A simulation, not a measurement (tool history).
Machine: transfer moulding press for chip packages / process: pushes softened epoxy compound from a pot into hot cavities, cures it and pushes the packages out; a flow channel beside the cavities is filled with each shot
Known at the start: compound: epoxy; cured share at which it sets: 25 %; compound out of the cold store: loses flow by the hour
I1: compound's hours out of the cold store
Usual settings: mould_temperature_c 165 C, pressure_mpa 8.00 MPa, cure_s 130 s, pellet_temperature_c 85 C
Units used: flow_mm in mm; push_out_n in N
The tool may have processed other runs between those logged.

run 1 hour=0.0 | mould_temperature_c=165 pressure_mpa=8.00 cure_s=130 pellet_temperature_c=85 | I1=35.9 | flow_mm=559 push_out_n=344
run 2 hour=19.9 | mould_temperature_c=165 pressure_mpa=8.00 cure_s=130 pellet_temperature_c=85 | I1=22.9 | flow_mm=606 push_out_n=353
run 3 hour=38.6 | mould_temperature_c=165 pressure_mpa=8.00 cure_s=130 pellet_temperature_c=85 | I1=29.9 | flow_mm=580 push_out_n=329
run 4 hour=60.6 | mould_temperature_c=165 pressure_mpa=8.00 cure_s=130 pellet_temperature_c=85 | I1=28.9 | flow_mm=584 push_out_n=332
run 5 hour=73.0 | mould_temperature_c=165 pressure_mpa=8.00 cure_s=130 pellet_temperature_c=85 | I1=25.7 | flow_mm=597 push_out_n=356
run 6 hour=88.4 | mould_temperature_c=165 pressure_mpa=8.00 cure_s=130 pellet_temperature_c=80 | I1=45.4 | flow_mm=522 push_out_n=332
run 7 hour=103.8 | mould_temperature_c=165 pressure_mpa=8.00 cure_s=130 pellet_temperature_c=85 | I1=42.1 | flow_mm=537 push_out_n=325
run 8 hour=117.2 | mould_temperature_c=165 pressure_mpa=8.00 cure_s=130 pellet_temperature_c=85 | I1=9.8 | flow_mm=670 push_out_n=372
run 9 hour=130.8 | mould_temperature_c=165 pressure_mpa=8.00 cure_s=130 pellet_temperature_c=85 | I1=40.8 | flow_mm=540 push_out_n=330
run 10 hour=151.7 | mould_temperature_c=165 pressure_mpa=8.00 cure_s=130 pellet_temperature_c=85 | I1=39.1 | flow_mm=544 push_out_n=330
run 11 hour=161.9 | mould_temperature_c=165 pressure_mpa=8.00 cure_s=130 pellet_temperature_c=85 | I1=34.6 | flow_mm=560 push_out_n=332
run 12 hour=176.2 | mould_temperature_c=165 pressure_mpa=8.00 cure_s=130 pellet_temperature_c=90 | I1=32.3 | flow_mm=567 push_out_n=340
run 13 hour=200.9 | mould_temperature_c=165 pressure_mpa=9.00 cure_s=133 pellet_temperature_c=85 | I1=41.0 | flow_mm=572 push_out_n=330
run 14 hour=217.1 | mould_temperature_c=157 pressure_mpa=8.00 cure_s=134 pellet_temperature_c=85 | I1=16.3 | flow_mm=672 push_out_n=608
run 15 hour=237.0 | mould_temperature_c=172 pressure_mpa=7.59 cure_s=113 pellet_temperature_c=76 | I1=20.2 | flow_mm=587 push_out_n=307
run 16 hour=261.9 | mould_temperature_c=172 pressure_mpa=7.59 cure_s=113 pellet_temperature_c=76 | I1=31.1 | flow_mm=540 push_out_n=307
run 17 hour=275.3 | mould_temperature_c=169 pressure_mpa=9.82 cure_s=118 pellet_temperature_c=76 | I1=19.3 | flow_mm=676 push_out_n=336
run 18 hour=293.2 | mould_temperature_c=163 pressure_mpa=9.82 cure_s=118 pellet_temperature_c=78 | I1=42.8 | flow_mm=601 push_out_n=456
run 19 hour=317.4 | mould_temperature_c=163 pressure_mpa=9.82 cure_s=118 pellet_temperature_c=78 | I1=24.5 | flow_mm=673 push_out_n=481
run 20 hour=342.5 | mould_temperature_c=163 pressure_mpa=9.82 cure_s=118 pellet_temperature_c=78 | I1=36.0 | flow_mm=622 push_out_n=462
run 21 hour=363.6 | mould_temperature_c=165 pressure_mpa=9.09 cure_s=130 pellet_temperature_c=88 | I1=12.0 | flow_mm=692 push_out_n=356
run 22 hour=388.8 | mould_temperature_c=165 pressure_mpa=6.36 cure_s=130 pellet_temperature_c=86 | I1=12.9 | flow_mm=577 push_out_n=355
run 23 hour=407.2 | mould_temperature_c=171 pressure_mpa=8.00 cure_s=130 pellet_temperature_c=90 | I1=18.2 | flow_mm=608 push_out_n=286

Not shown: 5 entries that the log had between the listed runs. Between which runs, and how does the tool's hidden state differ before and after?
Run 1 -> run 2: cavities cleaned with cleaning compound and waxed (hour 10.5)
  pressure that reaches the compound, % of what is set: 99.97 -> 99.96; grip of the stained cavities, % over clean ones': 1.1 -> 0.3
Run 7 -> run 8: cavities cleaned with cleaning compound and waxed (hour 114.3)
  pressure that reaches the compound, % of what is set: 99.94 -> 99.93; grip of the stained cavities, % over clean ones': 1.1 -> 0.1
Run 13 -> run 14: plunger's sealing rings changed (hour 217.1)
  pressure that reaches the compound, % of what is set: 99.91 -> 100; grip of the stained cavities, % over clean ones': 1 -> 1.1
Run 14 -> run 15: cavities cleaned with cleaning compound and waxed (hour 220.6)
  pressure that reaches the compound, % of what is set: 100 -> 99.99; grip of the stained cavities, % over clean ones': 1.1 -> 0.4
Run 19 -> run 20: cavities cleaned with cleaning compound and waxed (hour 323.5)
  pressure that reaches the compound, % of what is set: 99.97 -> 99.96; grip of the stained cavities, % over clean ones': 1.1 -> 0.5
